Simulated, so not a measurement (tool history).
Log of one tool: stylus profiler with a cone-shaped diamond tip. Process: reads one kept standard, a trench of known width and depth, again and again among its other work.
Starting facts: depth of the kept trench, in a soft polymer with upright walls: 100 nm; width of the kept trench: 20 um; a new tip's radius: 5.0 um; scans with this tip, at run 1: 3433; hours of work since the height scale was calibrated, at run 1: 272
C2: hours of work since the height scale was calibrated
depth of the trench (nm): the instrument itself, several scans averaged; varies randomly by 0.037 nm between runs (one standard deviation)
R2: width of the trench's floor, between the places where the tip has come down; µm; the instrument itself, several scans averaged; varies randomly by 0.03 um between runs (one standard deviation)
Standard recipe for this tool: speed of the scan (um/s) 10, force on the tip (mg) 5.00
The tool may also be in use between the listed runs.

run 1 hour=0.0 | speed_of_the_scan_(um/s)=10 force_on_the_tip_(mg)=5.00 | scans_with_this_tip=3433 C2=272 | depth_of_the_trench_(nm)=101.78 R2=18.05
run 2 hour=97.1 | speed_of_the_scan_(um/s)=10 force_on_the_tip_(mg)=5.00 | scans_with_this_tip=3926 C2=311 | depth_of_the_trench_(nm)=101.88 R2=17.94
run 3 hour=206.2 | speed_of_the_scan_(um/s)=10 force_on_the_tip_(mg)=5.00 | scans_with_this_tip=4481 C2=355 | depth_of_the_trench_(nm)=101.94 R2=17.91
run 4 hour=338.9 | speed_of_the_scan_(um/s)=10 force_on_the_tip_(mg)=2.84 | scans_with_this_tip=5156 C2=408 | depth_of_the_trench_(nm)=101.28 R2=18.00
run 5 hour=423.8 | speed_of_the_scan_(um/s)=10 force_on_the_tip_(mg)=5.00 | scans_with_this_tip=5588 C2=442 | depth_of_the_trench_(nm)=101.88 R2=17.93
run 6 hour=534.1 | speed_of_the_scan_(um/s)=10 force_on_the_tip_(mg)=5.00 | scans_with_this_tip=6149 C2=487 | depth_of_the_trench_(nm)=101.86 R2=17.98
run 7 hour=656.8 | speed_of_the_scan_(um/s)=10 force_on_the_tip_(mg)=5.00 | scans_with_this_tip=6773 C2=536 | depth_of_the_trench_(nm)=101.92 R2=18.00
run 8 hour=775.6 | speed_of_the_scan_(um/s)=10 force_on_the_tip_(mg)=5.00 | scans_with_this_tip=7377 C2=584 | depth_of_the_trench_(nm)=101.87 R2=17.99
run 9 hour=898.5 | speed_of_the_scan_(um/s)=15 force_on_the_tip_(mg)=5.00 | scans_with_this_tip=8003 C2=633 | depth_of_the_trench_(nm)=101.89 R2=18.00
run 10 hour=972.4 | speed_of_the_scan_(um/s)=15 force_on_the_tip_(mg)=5.00 | scans_with_this_tip=8378 C2=663 | depth_of_the_trench_(nm)=101.91 R2=18.00
run 11 hour=1080.9 | speed_of_the_scan_(um/s)=15 force_on_the_tip_(mg)=5.00 | scans_with_this_tip=8930 C2=707 | depth_of_the_trench_(nm)=101.86 R2=17.96
run 12 hour=1157.8 | speed_of_the_scan_(um/s)=15 force_on_the_tip_(mg)=5.00 | scans_with_this_tip=9321 C2=738 | depth_of_the_trench_(nm)=101.90 R2=18.02
run 13 hour=1242.4 | speed_of_the_scan_(um/s)=10 force_on_the_tip_(mg)=7.32 | scans_with_this_tip=9751 C2=772 | depth_of_the_trench_(nm)=102.41 R2=17.99
run 14 hour=1344.2 | speed_of_the_scan_(um/s)=10 force_on_the_tip_(mg)=7.32 | scans_with_this_tip=10269 C2=813 | depth_of_the_trench_(nm)=102.44 R2=17.98
run 15 hour=1448.1 | speed_of_the_scan_(um/s)=10 force_on_the_tip_(mg)=7.32 | scans_with_this_tip=10798 C2=855 | depth_of_the_trench_(nm)=102.40 R2=18.00
-- hour=1521.5 height scale calibrated on a step standard
run 16 hour=1521.5 | speed_of_the_scan_(um/s)=10 force_on_the_tip_(mg)=7.32 | scans_with_this_tip=11168 C2=0 | depth_of_the_trench_(nm)=102.44 R2=17.95
run 17 hour=1639.2 | speed_of_the_scan_(um/s)=4 force_on_the_tip_(mg)=8.94 | scans_with_this_tip=11767 C2=47 | depth_of_the_trench_(nm)=102.77 R2=17.98
run 18 hour=1705.1 | speed_of_the_scan_(um/s)=4 force_on_the_tip_(mg)=8.94 | scans_with_this_tip=12102 C2=74 | depth_of_the_trench_(nm)=102.70 R2=17.98
run 19 hour=1830.2 | speed_of_the_scan_(um/s)=7 force_on_the_tip_(mg)=4.44 | scans_with_this_tip=12738 C2=124 | depth_of_the_trench_(nm)=101.76 R2=18.01
run 20 hour=1956.6 | speed_of_the_scan_(um/s)=21 force_on_the_tip_(mg)=3.27 | scans_with_this_tip=13381 C2=175 | depth_of_the_trench_(nm)=101.42 R2=17.88
run 21 hour=2090.2 | speed_of_the_scan_(um/s)=3 force_on_the_tip_(mg)=13.80 | scans_with_this_tip=14061 C2=229 | depth_of_the_trench_(nm)=103.68 R2=18.07
run 22 hour=2196.9 | speed_of_the_scan_(um/s)=32 force_on_the_tip_(mg)=5.35 | scans_with_this_tip=14604 C2=272 | depth_of_the_trench_(nm)=102.01 R2=17.90
run 23 hour=2254.1 | speed_of_the_scan_(um/s)=32 force_on_the_tip_(mg)=5.35 | scans_with_this_tip=14894 C2=295 | depth_of_the_trench_(nm)=101.94 R2=17.94
run 24 hour=2358.2 | speed_of_the_scan_(um/s)=19 force_on_the_tip_(mg)=9.23 | scans_with_this_tip=15424 C2=337 | depth_of_the_trench_(nm)=102.83 R2=18.00
run 25 hour=2421.4 | speed_of_the_scan_(um/s)=3 force_on_the_tip_(mg)=12.47 | scans_with_this_tip=15745 C2=362 | depth_of_the_trench_(nm)=103.44 R2=17.96
run 26 hour=2510.4 | speed_of_the_scan_(um/s)=4 force_on_the_tip_(mg)=4.30 | scans_with_this_tip=16198 C2=398 | depth_of_the_trench_(nm)=101.73 R2=17.96
run 27 hour=2642.6 | speed_of_the_scan_(um/s)=35 force_on_the_tip_(mg)=8.76 | scans_with_this_tip=16870 C2=451 | depth_of_the_trench_(nm)=102.70 R2=17.93
run 28 hour=2765.2 | speed_of_the_scan_(um/s)=10 force_on_the_tip_(mg)=4.51 | scans_with_this_tip=17494 C2=501 | depth_of_the_trench_(nm)=101.76 R2=17.96
run 29 hour=2882.1 | speed_of_the_scan_(um/s)=17 force_on_the_tip_(mg)=4.15 | scans_with_this_tip=18088 C2=548 | depth_of_the_trench_(nm)=101.66 R2=17.95

Had the tool no unlogged condition, and each run kept its random variation, what would the results have been?
Hidden conditions of the tool in this case: radius of the tip, um; height scale over the true one, %; drift of the gauge itself on depth_nm, %; drift of the gauge itself on floor_um, %.
run=1 R2=18.05
run=2 R2=17.95
run=3 R2=17.91
run=4 R2=18.01
run=5 R2=17.94
run=6 R2=17.99
run=7 R2=18.01
run=8 R2=18.00
run=9 R2=18.01
run=10 R2=18.01
run=11 R2=17.97
run=12 R2=18.03
run=13 R2=18.00
run=14 R2=18.00
run=15 R2=18.02
run=16 R2=17.97
run=17 R2=18.00
run=18 R2=18.00
run=19 R2=18.02
run=20 R2=17.90
run=21 R2=18.08
run=22 R2=17.92
run=23 R2=17.96
run=24 R2=18.02
run=25 R2=17.98
run=26 R2=17.98
run=27 R2=17.95
run=28 R2=17.98
run=29 R2=17.98
depth of the trench (nm) without the hidden state stays within 0.01 of what was measured, in all runs.
